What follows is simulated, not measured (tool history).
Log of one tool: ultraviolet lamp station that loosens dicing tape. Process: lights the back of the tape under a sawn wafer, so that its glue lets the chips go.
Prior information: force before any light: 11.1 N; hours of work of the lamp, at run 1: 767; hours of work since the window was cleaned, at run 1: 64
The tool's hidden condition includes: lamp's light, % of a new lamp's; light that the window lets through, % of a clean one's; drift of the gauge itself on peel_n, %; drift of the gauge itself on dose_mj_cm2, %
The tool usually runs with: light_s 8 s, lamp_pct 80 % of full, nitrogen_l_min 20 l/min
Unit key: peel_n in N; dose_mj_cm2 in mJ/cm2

run	hour	light_s	lamp_pct	nitrogen_l_min	hours of work of the lamp	hours of work since the window was cleaned	peel_n	dose_mj_cm2
1	0	8	80	20	767	64	1.478	470
2	60.7	8	80	13	806	103	1.973	463
3	106.5	8	80	13	835	133	2.037	463
4	153.6	8	80	13	866	163	2.102	450
5	243.7	8	80	20	924	221	1.742	439
6	290	8	80	20	954	251	1.715	427
7	348.2	8	80	20	991	289	1.839	423
8	438.7	8	80	20	1050	347	1.913	411
9	486.6	8	80	20	1081	378	1.923	403
10	533.9	7	80	20	1111	408	2.448	348
11	574.4	7	80	20	1137	435	2.601	343
# hour 582.4: window cleaned of glue's vapour
12	635.8	8	80	20	1177	34	2.405	358
13	676.5	8	80	30	1203	61	2.022	353
14	721.7	8	93	9	1232	90	2.946	403
15	794.5	15	93	7	1279	137	1.28	732
16	850.6	7	93	36	1315	173	1.966	332
17	918.3	11	80	20	1359	217	1.668	444
# hour 926.5: window cleaned of glue's vapour, once more
# hour 964.4: lamp changed
18	978.5	11	89	21	9	33	0.407	824
19	1029.3	8	84	20	42	66	1.086	554
20	1067.7	8	84	20	67	90	1.1	553
21	1132	8	84	20	108	132	1.116	534
22	1225.1	11	62	30	168	192	0.891	534
23	1293.1	11	83	30	212	236	0.493	702
24	1347.1	9	78	14	247	271	1.506	531

Difference, measured minus no-hidden-state, one row per run. Run-to-run variation is common to both terms; the gauge's own scatter need not be:
run	peel_n	dose_mj_cm2
1	+0.424	-87
2	+0.564	-95
3	+0.615	-103
4	+0.671	-109
5	+0.668	-122
6	+0.68	-129
7	+0.767	-137
8	+0.857	-149
9	+0.886	-155
10	+1.075	-141
11	+1.17	-146
12	+1.337	-202
13	+1.209	-209
14	+1.593	-251
15	+0.869	-484
16	+1.286	-232
17	+1.156	-324
18	+0.033	-30
19	+0.112	-30
20	+0.135	-35
21	+0.178	-45
22	+0.195	-62
23	+0.128	-97
24	+0.381	-84
